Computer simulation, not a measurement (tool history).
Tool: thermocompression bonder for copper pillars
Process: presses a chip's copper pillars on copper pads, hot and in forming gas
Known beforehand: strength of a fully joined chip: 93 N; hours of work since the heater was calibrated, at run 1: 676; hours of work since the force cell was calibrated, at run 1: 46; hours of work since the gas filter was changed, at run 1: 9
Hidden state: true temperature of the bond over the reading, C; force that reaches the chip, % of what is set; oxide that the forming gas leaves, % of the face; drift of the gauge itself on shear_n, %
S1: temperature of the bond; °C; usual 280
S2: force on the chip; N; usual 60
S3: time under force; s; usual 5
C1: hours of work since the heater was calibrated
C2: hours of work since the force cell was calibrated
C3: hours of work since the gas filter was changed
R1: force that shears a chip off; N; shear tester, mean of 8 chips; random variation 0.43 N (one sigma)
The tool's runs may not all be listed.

run,hour,S1,S2,S3,C1,C2,C3,R1
1,0.0,280,60,5,676,46,9,46.1
2,11.3,280,60,5,681,51,14,46.1
3,16.3,280,60,5,683,54,16,46.0
4,24.4,280,60,5,686,57,20,45.4
5,34.8,280,85,5,691,62,24,60.0
6,46.4,280,43,5,696,67,30,33.5
7,56.1,280,43,5,701,71,34,33.0
8,62.6,257,60,5,703,74,37,34.3
9,69.5,257,60,5,706,77,40,33.5
10,79.3,257,60,5,711,81,44,34.3
11,85.2,257,60,5,713,84,47,33.7
12,90.3,280,60,5,716,86,49,44.7
13,99.1,280,60,5,719,90,53,44.7
14,104.1,254,60,10,722,92,55,41.8
15,112.6,303,51,6,725,96,59,51.8
16,123.5,294,44,13,730,101,64,54.1
17,131.1,294,44,13,734,104,67,53.9
18,137.9,294,44,13,737,107,70,54.4
19,149.9,302,44,8,742,113,75,50.4
20,155.2,302,44,8,744,115,78,50.1
21,163.2,302,54,8,748,118,81,58.0
22,170.6,260,39,5,751,122,84,22.0
23,177.7,260,39,5,754,125,88,22.2
24,183.0,300,85,5,757,127,90,67.6
25,190.1,298,54,6,760,130,93,50.5

Pick out some run-to-run changes in R1. Of each, how much would a tool without hidden state show as well, from the settings, what came in and chance, and how much is left for the hidden state and any gauge scatter not in both results compared?
Run 21 -> 22: S1 302 -> 260, S2 54 -> 39, S3 8 -> 5. R1 -36.0 N: hidden state +1.4, all else -37.4.
Run 23 -> 24: S1 260 -> 300, S2 39 -> 85. R1 +45.4 N: hidden state -2.4, all else +47.8.

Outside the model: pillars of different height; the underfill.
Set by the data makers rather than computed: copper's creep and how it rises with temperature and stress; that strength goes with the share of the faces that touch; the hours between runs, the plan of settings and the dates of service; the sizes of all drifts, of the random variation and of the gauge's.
